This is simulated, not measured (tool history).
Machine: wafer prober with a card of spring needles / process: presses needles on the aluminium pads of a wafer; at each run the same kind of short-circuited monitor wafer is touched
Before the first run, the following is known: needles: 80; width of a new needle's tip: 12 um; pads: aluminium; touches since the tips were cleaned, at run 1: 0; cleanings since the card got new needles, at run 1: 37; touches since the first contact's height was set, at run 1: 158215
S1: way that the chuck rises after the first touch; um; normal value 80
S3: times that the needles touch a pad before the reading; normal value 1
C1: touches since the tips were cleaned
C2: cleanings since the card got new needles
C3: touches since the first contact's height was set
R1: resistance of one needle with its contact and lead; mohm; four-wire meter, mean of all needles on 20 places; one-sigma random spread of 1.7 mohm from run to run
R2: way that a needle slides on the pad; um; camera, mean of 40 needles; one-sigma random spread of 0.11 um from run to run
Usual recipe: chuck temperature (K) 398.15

run 1 hour=0 | S1=80 chuck_temperature_(K)=398.15 S3=1 | C1=0 C2=37 C3=158215 | R1=176 R2=19.75
-- hour=16.2 tips cleaned on abrasive film
-- hour=32.4 tips cleaned on abrasive film
-- hour=45.4 tips cleaned on abrasive film
-- hour=60.9 tips cleaned on abrasive film
run 2 hour=63.4 | S1=80 chuck_temperature_(K)=398.15 S3=1 | C1=748 C2=41 C3=177423 | R1=184 R2=19.63
-- hour=76.4 tips cleaned on abrasive film
-- hour=92.3 tips cleaned on abrasive film
run 3 hour=92.6 | S1=80 chuck_temperature_(K)=398.15 S3=1 | C1=74 C2=43 C3=186265 | R1=175 R2=19.71
-- hour=108.3 tips cleaned on abrasive film
-- hour=124.4 tips cleaned on abrasive film
-- hour=137.4 tips cleaned on abrasive film
run 4 hour=142.6 | S1=80 chuck_temperature_(K)=398.15 S3=3 | C1=1577 C2=46 C3=201436 | R1=180 R2=19.4
-- hour=152.4 tips cleaned on abrasive film
-- hour=168.6 tips cleaned on abrasive film
run 5 hour=175.8 | S1=80 chuck_temperature_(K)=398.15 S3=3 | C1=2199 C2=48 C3=211501 | R1=182 R2=19.41
-- hour=182.4 tips cleaned on abrasive film
-- hour=195.4 tips cleaned on abrasive film
-- hour=211.4 tips cleaned on abrasive film
-- hour=224.4 tips cleaned on abrasive film
-- hour=238.3 tips cleaned on abrasive film
run 6 hour=238.3 | S1=80 chuck_temperature_(K)=398.15 S3=1 | C1=0 C2=53 C3=230416 | R1=175 R2=19.37
-- hour=254 tips cleaned on abrasive film
-- hour=270.2 tips cleaned on abrasive film
-- hour=286.2 tips cleaned on abrasive film
-- hour=292.9 height of the first contact set anew
-- hour=299.5 tips cleaned on abrasive film
run 7 hour=305.2 | S1=80 chuck_temperature_(K)=398.15 S3=1 | C1=1742 C2=57 C3=3708 | R1=198 R2=18.4
-- hour=314.4 tips cleaned on abrasive film
-- hour=330.2 tips cleaned on abrasive film
-- hour=343.2 tips cleaned on abrasive film
-- hour=359.1 tips cleaned on abrasive film
run 8 hour=361 | S1=80 chuck_temperature_(K)=398.15 S3=1 | C1=586 C2=61 C3=20607 | R1=189 R2=18.44
-- hour=373.5 tips cleaned on abrasive film
-- hour=389 tips cleaned on abrasive film
-- hour=404.7 tips cleaned on abrasive film
run 9 hour=404.7 | S1=80 chuck_temperature_(K)=398.15 S3=3 | C1=0 C2=64 C3=33842 | R1=172 R2=18.21
-- hour=420.2 tips cleaned on abrasive film
-- hour=433.2 tips cleaned on abrasive film
run 10 hour=439.3 | S1=70 chuck_temperature_(K)=398.15 S3=1 | C1=1864 C2=66 C3=44334 | R1=210 R2=15.61
-- hour=448.7 tips cleaned on abrasive film
-- hour=461.7 tips cleaned on abrasive film
-- hour=477.4 tips cleaned on abrasive film
-- hour=490.4 tips cleaned on abrasive film
-- hour=505.9 tips cleaned on abrasive film
run 11 hour=505.9 | S1=80 chuck_temperature_(K)=398.15 S3=1 | C1=0 C2=71 C3=64478 | R1=178 R2=18.08
-- hour=521.9 tips cleaned on abrasive film
-- hour=534.9 tips cleaned on abrasive film
-- hour=550.7 tips cleaned on abrasive film
run 12 hour=556.3 | S1=80 chuck_temperature_(K)=398.15 S3=1 | C1=1706 C2=74 C3=79759 | R1=193 R2=18.04
-- hour=566 tips cleaned on abrasive film
-- hour=579 tips cleaned on abrasive film
-- hour=592.2 height of the first contact set anew, once more
-- hour=595.6 tips cleaned on abrasive film
-- hour=608.6 tips cleaned on abrasive film
run 13 hour=608.6 | S1=80 chuck_temperature_(K)=398.15 S3=1 | C1=0 C2=78 C3=4926 | R1=176 R2=20.69
-- hour=624.3 tips cleaned on abrasive film
-- hour=640.1 tips cleaned on abrasive film
-- hour=656.2 tips cleaned on abrasive film
run 14 hour=668.6 | S1=80 chuck_temperature_(K)=398.15 S3=1 | C1=3778 C2=81 C3=23144 | R1=201 R2=20.53
-- hour=671.9 tips cleaned on abrasive film
-- hour=687.8 tips cleaned on abrasive film
-- hour=703.6 tips cleaned on abrasive film
-- hour=716.6 tips cleaned on abrasive film
-- hour=732.2 tips cleaned on abrasive film
run 15 hour=732.2 | S1=80 chuck_temperature_(K)=398.15 S3=2 | C1=0 C2=86 C3=42398 | R1=176 R2=20.59
-- hour=747.9 tips cleaned on abrasive film
run 16 hour=760.2 | S1=77 chuck_temperature_(K)=382.15 S3=1 | C1=3739 C2=87 C3=50884 | R1=202 R2=19.72
-- hour=763.5 tips cleaned on abrasive film
-- hour=776.5 tips cleaned on abrasive film
-- hour=792.6 tips cleaned on abrasive film
-- hour=805.6 tips cleaned on abrasive film
run 17 hour=807.2 | S1=80 chuck_temperature_(K)=299.15 S3=3 | C1=482 C2=91 C3=65098 | R1=162 R2=20.38
-- hour=819.6 tips cleaned on abrasive film
-- hour=832.6 tips cleaned on abrasive film
-- hour=848.8 tips cleaned on abrasive film
-- hour=861.8 tips cleaned on abrasive film
run 18 hour=862.4 | S1=82 chuck_temperature_(K)=369.15 S3=3 | C1=184 C2=95 C3=81833 | R1=168 R2=20.7
-- hour=875.3 tips cleaned on abrasive film
-- hour=891.4 tips cleaned on abrasive film
-- hour=907.1 tips cleaned on abrasive film
run 19 hour=917.7 | S1=95 chuck_temperature_(K)=306.15 S3=1 | C1=3216 C2=98 C3=98577 | R1=179 R2=24.22
-- hour=921 tips cleaned on abrasive film
-- hour=936.5 tips cleaned on abrasive film
-- hour=952.3 tips cleaned on abrasive film
-- hour=968.1 tips cleaned on abrasive film
run 20 hour=977.5 | S1=73 chuck_temperature_(K)=316.15 S3=1 | C1=2851 C2=102 C3=116695 | R1=196 R2=18.27
-- hour=984 tips cleaned on abrasive film
-- hour=997 tips cleaned on abrasive film
-- hour=1013.2 tips cleaned on abrasive film
-- hour=1029.4 tips cleaned on abrasive film
run 21 hour=1042.2 | S1=73 chuck_temperature_(K)=316.15 S3=1 | C1=3890 C2=106 C3=136308 | R1=199 R2=18.06
-- hour=1045.5 tips cleaned on abrasive film
-- hour=1058.5 tips cleaned on abrasive film
-- hour=1074.4 tips cleaned on abrasive film
run 22 hour=1086.5 | S1=80 chuck_temperature_(K)=369.15 S3=2 | C1=3689 C2=109 C3=149726 | R1=187 R2=19.82
-- hour=1089.8 tips cleaned on abrasive film
-- hour=1102.8 tips cleaned on abrasive film
-- hour=1115.8 tips cleaned on abrasive film
run 23 hour=1122 | S1=80 chuck_temperature_(K)=398.15 S3=1 | C1=1894 C2=112 C3=160470 | R1=199 R2=19.68
-- hour=1131.8 tips cleaned on abrasive film
-- hour=1144.8 tips cleaned on abrasive film
-- hour=1160.3 tips cleaned on abrasive film
run 24 hour=1163.4 | S1=80 chuck_temperature_(K)=398.15 S3=1 | C1=957 C2=115 C3=173009 | R1=191 R2=19.68
-- hour=1176.4 tips cleaned on abrasive film
-- hour=1189.4 tips cleaned on abrasive film
-- hour=1205.1 tips cleaned on abrasive film
run 25 hour=1207.1 | S1=64 chuck_temperature_(K)=303.15 S3=2 | C1=609 C2=118 C3=186248 | R1=177 R2=15.47

The next listed run, before its measurement:
-- hour=1220.1 tips cleaned on abrasive film
-- hour=1233.1 tips cleaned on abrasive film
-- hour=1246.1 tips cleaned on abrasive film
-- hour=1259.1 tips cleaned on abrasive film
run 26 hour=1261.4 | S1=64 chuck_temperature_(K)=303.15 S3=2 | C1=707 C2=122 C3=202686 | R1=? R2=?

{"run 26": {"R1": 175, "R2": 15.48}}
With the hidden condition absent and the run-to-run variation left alone, this run would have shown R1 157 mohm, R2 16.63 um.
